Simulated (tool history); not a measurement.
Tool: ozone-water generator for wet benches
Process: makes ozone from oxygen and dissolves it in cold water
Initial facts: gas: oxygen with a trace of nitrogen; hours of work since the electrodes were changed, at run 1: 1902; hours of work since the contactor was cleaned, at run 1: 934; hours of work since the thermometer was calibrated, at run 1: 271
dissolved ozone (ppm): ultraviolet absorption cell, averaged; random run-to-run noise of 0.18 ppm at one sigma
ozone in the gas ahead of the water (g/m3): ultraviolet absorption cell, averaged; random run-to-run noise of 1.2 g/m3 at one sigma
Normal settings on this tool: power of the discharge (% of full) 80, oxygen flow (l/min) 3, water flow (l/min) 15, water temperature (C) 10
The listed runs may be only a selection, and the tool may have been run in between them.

run	day	power of the discharge (% of full)	oxygen flow (l/min)	water flow (l/min)	water temperature (C)	hours of work since the electrodes were changed	hours of work since the contactor was cleaned	hours of work since the thermometer was calibrated	dissolved ozone (ppm)	ozone in the gas ahead of the water (g/m3)
1	0	80	3	15	10	1902	934	271	23.8	214.3
2	5.512	80	3	15	10	1989	1021	359	24.1	213.6
3	10.296	80	2.28	15	10	2065	1097	434	22.4	242.9
4	14.229	80	2.28	15	10	2127	1160	497	22.2	240.5
5	16.975	80	3	15	10	2171	1203	540	24	215.1
6	20.475	80	3	15	10	2226	1259	596	23.5	212.8
7	24.633	80	3	15	10	2292	1324	662	23.7	213.4
8	28.996	80	3	15	11	2361	1394	731	23.6	214.5
9	34.021	80	3	15	11	2441	1473	810	23.3	213.7
10	37.379	80	3	15	11	2494	1526	863	23.6	213.9
11	41.262	80	3	15	11	2556	1588	925	23.5	212.8
12	45.346	80	3	15	10	2620	1653	990	23.7	212.7
13	49.317	80	3	15	10	2683	1715	1053	23.7	211.4
14	53.567	80	3	15	10	2750	1783	1120	23.6	213
15	58.388	80	3	15	10	2827	1859	1196	23.7	214.4
16	62.954	80	3	15	10	2899	1931	1269	23.5	212
17	67.012	59	4.72	19	14	2963	1996	1333	17.4	146.9
18	69.55	80	3	20	10	3004	2036	1373	18.5	211.4
19	73.754	86	3	15	18	3070	2103	1440	22	220.7
20	77.788	65	4.32	16	10	3134	2166	1504	21	160.8
21	83.088	66	2.88	13	8	3218	2250	1588	23.6	193.3

Forecast run 22:
22	87.95	45	1.55	15	8	3295	2327	1665	?	?

Run 22 measured dissolved ozone (ppm) 13.7, ozone in the gas ahead of the water (g/m3) 199.6.
Take away the tool's hidden state, keep the run-to-run variation as it was, and the same run would have given dissolved ozone (ppm) 14.5, ozone in the gas ahead of the water (g/m3) 205.7.
